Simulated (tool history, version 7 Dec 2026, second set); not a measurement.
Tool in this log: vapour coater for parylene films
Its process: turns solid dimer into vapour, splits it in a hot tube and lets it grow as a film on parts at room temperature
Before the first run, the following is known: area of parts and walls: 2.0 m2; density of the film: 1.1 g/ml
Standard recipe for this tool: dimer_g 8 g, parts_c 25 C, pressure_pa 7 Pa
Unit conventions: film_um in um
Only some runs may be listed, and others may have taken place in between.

run	hour	dimer_g	parts_c	pressure_pa	film_um
1	0	8	25	7	1.97
2	13.4	12	25	7	2.92
3	28.2	12	25	3.82	3.27
# hour 35.4: trap's valve overhauled
4	41	12	25	3.82	3.23
5	56.5	12	25	3.82	3.23
6	67.4	12	25	3.82	3.23
7	81.8	8	25	7	1.91
8	92.3	8	25	7	1.9
9	103.6	8	25	7	1.85
10	111.7	8	25	7	1.88
# hour 128.2: trap's valve overhauled, once more
11	128.7	8	25	7	2.09
12	141.1	8	25	7	2.11
13	154	8	25	7	2.1
14	166.1	8	25	7	2.15
15	183.1	8	25	7	2.12
16	195.2	10	25	7	2.62
17	206.3	9	25	9.27	2.21
18	214.7	8	34	2.13	2.06
19	227.1	8	34	2.13	2
20	236.9	6	18	7	1.9
21	249.9	6	18	7	1.89
22	265	6	18	7	1.87
23	279.9	6	35	7	1.18

Predict the results of run 24:
24	291.7	10	25	6.37	?

film_um: 2.63 um
Had the tool carried no hidden state, the very same run would have given film_um 2.67 um.
